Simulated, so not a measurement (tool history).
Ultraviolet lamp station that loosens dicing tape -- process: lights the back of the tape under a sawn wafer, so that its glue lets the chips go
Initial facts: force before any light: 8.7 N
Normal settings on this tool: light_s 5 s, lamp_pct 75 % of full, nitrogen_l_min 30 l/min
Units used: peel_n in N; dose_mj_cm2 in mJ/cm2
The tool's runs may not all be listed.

run 1 hour=0 | light_s=5 lamp_pct=75 nitrogen_l_min=30 | peel_n=1.645 dose_mj_cm2=324
run 2 hour=14.6 | light_s=5 lamp_pct=75 nitrogen_l_min=30 | peel_n=1.688 dose_mj_cm2=322
run 3 hour=28.1 | light_s=5 lamp_pct=75 nitrogen_l_min=25 | peel_n=1.758 dose_mj_cm2=322
run 4 hour=35.2 | light_s=5 lamp_pct=75 nitrogen_l_min=25 | peel_n=1.79 dose_mj_cm2=318
run 5 hour=46.7 | light_s=5 lamp_pct=75 nitrogen_l_min=17 | peel_n=2.07 dose_mj_cm2=325
-- hour=49.1 window cleaned of glue's vapour
run 6 hour=62.5 | light_s=5 lamp_pct=75 nitrogen_l_min=17 | peel_n=2.319 dose_mj_cm2=290
run 7 hour=77.3 | light_s=5 lamp_pct=75 nitrogen_l_min=30 | peel_n=1.986 dose_mj_cm2=291
run 8 hour=89.6 | light_s=5 lamp_pct=75 nitrogen_l_min=30 | peel_n=1.961 dose_mj_cm2=289
run 9 hour=99.5 | light_s=5 lamp_pct=75 nitrogen_l_min=14 | peel_n=2.391 dose_mj_cm2=289
run 10 hour=112.6 | light_s=2 lamp_pct=96 nitrogen_l_min=14 | peel_n=4.606 dose_mj_cm2=149
run 11 hour=126.2 | light_s=8 lamp_pct=75 nitrogen_l_min=11 | peel_n=1.395 dose_mj_cm2=463
-- hour=129.2 window cleaned of glue's vapour, once more
run 12 hour=138.3 | light_s=10 lamp_pct=65 nitrogen_l_min=14 | peel_n=0.627 dose_mj_cm2=642
run 13 hour=148.3 | light_s=10 lamp_pct=65 nitrogen_l_min=14 | peel_n=0.651 dose_mj_cm2=636
run 14 hour=163.3 | light_s=4 lamp_pct=82 nitrogen_l_min=41 | peel_n=1.536 dose_mj_cm2=323
run 15 hour=177.8 | light_s=4 lamp_pct=82 nitrogen_l_min=41 | peel_n=1.525 dose_mj_cm2=317
run 16 hour=186.7 | light_s=7 lamp_pct=62 nitrogen_l_min=21 | peel_n=1.177 dose_mj_cm2=422
run 17 hour=196.4 | light_s=5 lamp_pct=60 nitrogen_l_min=12 | peel_n=2.629 dose_mj_cm2=294

Here are 4 independent what-if runs from the current tool condition. What would each one return?
run A hour=205 | light_s=8 lamp_pct=92 nitrogen_l_min=13 | peel_n=? dose_mj_cm2=?
run B hour=205 | light_s=5 lamp_pct=62 nitrogen_l_min=49 | peel_n=? dose_mj_cm2=?
run C hour=205 | light_s=7 lamp_pct=84 nitrogen_l_min=50 | peel_n=? dose_mj_cm2=?
run D hour=205 | light_s=5 lamp_pct=85 nitrogen_l_min=52 | peel_n=? dose_mj_cm2=?

run=A peel_n=0.537 dose_mj_cm2=709
run=B peel_n=1.512 dose_mj_cm2=300
run=C peel_n=0.437 dose_mj_cm2=564
run=D peel_n=0.873 dose_mj_cm2=410
Had the tool no hidden state, the same runs would have come out as:
run=A peel_n=0.45 dose_mj_cm2=770
run=B peel_n=1.318 dose_mj_cm2=326
run=C peel_n=0.367 dose_mj_cm2=612
run=D peel_n=0.738 dose_mj_cm2=445
